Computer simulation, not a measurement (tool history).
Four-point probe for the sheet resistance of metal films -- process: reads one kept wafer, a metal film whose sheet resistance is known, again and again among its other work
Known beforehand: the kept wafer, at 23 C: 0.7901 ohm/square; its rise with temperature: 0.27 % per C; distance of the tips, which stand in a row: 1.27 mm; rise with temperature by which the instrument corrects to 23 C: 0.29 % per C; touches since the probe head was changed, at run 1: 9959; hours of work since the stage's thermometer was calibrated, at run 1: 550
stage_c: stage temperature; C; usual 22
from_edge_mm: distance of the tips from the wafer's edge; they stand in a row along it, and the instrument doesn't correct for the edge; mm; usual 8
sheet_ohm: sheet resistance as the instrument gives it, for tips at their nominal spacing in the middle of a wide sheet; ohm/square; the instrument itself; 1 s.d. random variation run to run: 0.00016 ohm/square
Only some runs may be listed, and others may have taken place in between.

run   hour  stage_c  from_edge_mm  touches since the probe head was changed  hours of work since the stage's thermometer was calibrated  sheet_ohm
  1    0.0       22             8                                      9959                                                         550   0.805226
  2   13.0       22             8                                     10519                                                         557   0.805408
  3   36.6       22             8                                     11534                                                         570   0.805689
  4   62.6       22             8                                     12650                                                         584   0.805734
  5   77.5       22             5                                     13295                                                         592   0.821683
  6  102.1       22            41                                     14350                                                         606   0.795533
  7  130.4       22            41                                     15570                                                         622   0.795712
  8  149.0       22            41                                     16368                                                         632   0.796289
  9  167.1       22            41                                     17149                                                         642   0.796474
 10  186.1       22            41                                     17966                                                         652   0.796396
 11  207.0       22            41                                     18865                                                         664   0.796748
 12  220.8       22            27                                     19461                                                         672   0.797522
 13  243.0       22            27                                     20415                                                         684   0.797415
 14  266.5       22            27                                     21426                                                         697   0.797710
 15  289.8       22            27                                     22427                                                         710   0.797874
 16  305.3       22            27                                     23094                                                         718   0.797838
 17  322.9       20             8                                     23851                                                         728   0.808500
 18  338.4       20            67                                     24520                                                         737   0.797801
 19  363.1       20            67                                     25581                                                         750   0.797884
 20  381.3       20            67                                     26367                                                         760   0.798345
 21  408.9       20            67                                     27555                                                         775   0.798232
 22  439.0       26             8                                     28850                                                         792   0.807834
 23  461.9       31             8                                     29834                                                         805   0.807439
 24  478.2       25             8                                     30537                                                         814   0.808516
 25  498.9       25             8                                     31428                                                         825   0.808851
 26  519.6       30            22                                     32316                                                         837   0.798867
 27  533.8       20            65                                     32927                                                         844   0.799229
 28  551.2       28             3                                     33677                                                         854   0.867077
 29  573.4       28             4                                     34634                                                         866   0.839109
     576.4  -- stage's thermometer calibrated
 30  586.5       32            74                                     35173                                                           6   0.798115
 31  599.2       20            10                                     35721                                                          13   0.806717
 32  618.3       24             4                                     36542                                                          23   0.840537
 33  633.6       24             4                                     37199                                                          32   0.840572
 34  651.6       34            20                                     37974                                                          42   0.799864
 35  679.4       34            12                                     39172                                                          57   0.802965
 36  707.2       34            12                                     40368                                                          72   0.803099
 37  735.6       34            12                                     41588                                                          88   0.803288
     744.2  -- stage's thermometer calibrated, once more
 38  762.0       23            26                                     42706                                                          10   0.800592
 39  787.3       18            22                                     43793                                                          24   0.802262
 40  807.2       24             5                                     44648                                                          35   0.826332
 41  822.8       25             4                                     45320                                                          43   0.840673
 42  841.1       27            22                                     46107                                                          54   0.800987
 43  854.9       28             6                                     46699                                                          61   0.818127
 44  874.8       28             6                                     47556                                                          72   0.818453

Each row is a separate what-if for the run after 44, all from the same tool condition, not one after another. Results?
  A  900.5       22            26                                     48662                                                          86          ?
  B  900.5       31            23                                     48662                                                          86          ?
  C  900.5       25             4                                     48662                                                          86          ?

run  sheet_ohm
  A   0.801876
  B   0.800510
  C   0.841281
With no hidden state in the tool, these same runs would have given:
run  sheet_ohm
  A   0.791290
  B   0.789944
  C   0.830221
